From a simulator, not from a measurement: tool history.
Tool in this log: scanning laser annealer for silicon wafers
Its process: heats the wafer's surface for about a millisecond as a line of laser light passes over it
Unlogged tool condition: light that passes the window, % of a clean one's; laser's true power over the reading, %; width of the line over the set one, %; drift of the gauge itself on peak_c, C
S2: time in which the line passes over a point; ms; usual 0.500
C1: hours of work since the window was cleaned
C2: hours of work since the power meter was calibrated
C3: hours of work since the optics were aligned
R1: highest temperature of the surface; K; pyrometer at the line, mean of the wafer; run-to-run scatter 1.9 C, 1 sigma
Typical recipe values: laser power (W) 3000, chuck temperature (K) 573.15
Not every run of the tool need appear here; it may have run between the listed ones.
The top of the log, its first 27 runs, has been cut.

run 28 hour=297.9 | laser_power_(W)=3079 S2=0.500 chuck_temperature_(K)=536.15 | C1=11 C2=444 C3=35 | R1=1402.15
run 29 hour=306.8 | laser_power_(W)=3079 S2=0.500 chuck_temperature_(K)=536.15 | C1=17 C2=450 C3=41 | R1=1399.15
run 30 hour=314.0 | laser_power_(W)=3055 S2=0.387 chuck_temperature_(K)=590.15 | C1=21 C2=454 C3=45 | R1=1343.15
run 31 hour=320.0 | laser_power_(W)=3066 S2=0.399 chuck_temperature_(K)=594.15 | C1=25 C2=458 C3=49 | R1=1355.15
run 32 hour=326.2 | laser_power_(W)=2713 S2=0.500 chuck_temperature_(K)=564.15 | C1=29 C2=462 C3=53 | R1=1331.15
run 33 hour=337.7 | laser_power_(W)=2713 S2=0.500 chuck_temperature_(K)=564.15 | C1=36 C2=470 C3=61 | R1=1331.15
run 34 hour=350.2 | laser_power_(W)=3000 S2=0.424 chuck_temperature_(K)=555.15 | C1=44 C2=478 C3=69 | R1=1327.15
run 35 hour=362.6 | laser_power_(W)=2570 S2=0.551 chuck_temperature_(K)=573.15 | C1=52 C2=486 C3=77 | R1=1342.15
run 36 hour=376.9 | laser_power_(W)=3000 S2=0.373 chuck_temperature_(K)=533.15 | C1=62 C2=495 C3=86 | R1=1259.15
run 37 hour=385.6 | laser_power_(W)=3108 S2=0.607 chuck_temperature_(K)=573.15 | C1=67 C2=500 C3=91 | R1=1537.15
run 38 hour=397.4 | laser_power_(W)=3025 S2=0.500 chuck_temperature_(K)=550.15 | C1=75 C2=508 C3=99 | R1=1396.15
run 39 hour=409.9 | laser_power_(W)=2705 S2=0.400 chuck_temperature_(K)=592.15 | C1=83 C2=516 C3=107 | R1=1273.15
run 40 hour=417.1 | laser_power_(W)=3242 S2=0.500 chuck_temperature_(K)=602.15 | C1=87 C2=521 C3=112 | R1=1507.15

Alternative continuations, all from the tool just after run 40; predict every row:
run A hour=428.4 | laser_power_(W)=3267 S2=0.399 chuck_temperature_(K)=536.15 | C1=95 C2=528 C3=119 | R1=?
run B hour=428.4 | laser_power_(W)=2861 S2=0.352 chuck_temperature_(K)=558.15 | C1=95 C2=528 C3=119 | R1=?
run C hour=428.4 | laser_power_(W)=2991 S2=0.463 chuck_temperature_(K)=534.15 | C1=95 C2=528 C3=119 | R1=?
run D hour=428.4 | laser_power_(W)=3242 S2=0.500 chuck_temperature_(K)=600.15 | C1=95 C2=528 C3=119 | R1=?

run=A R1=1342.15
run=B R1=1224.15
run=C R1=1339.15
run=D R1=1505.15
Without the tool's hidden state the same runs would have given:
run=A R1=1348.15
run=B R1=1229.15
run=C R1=1345.15
run=D R1=1511.15
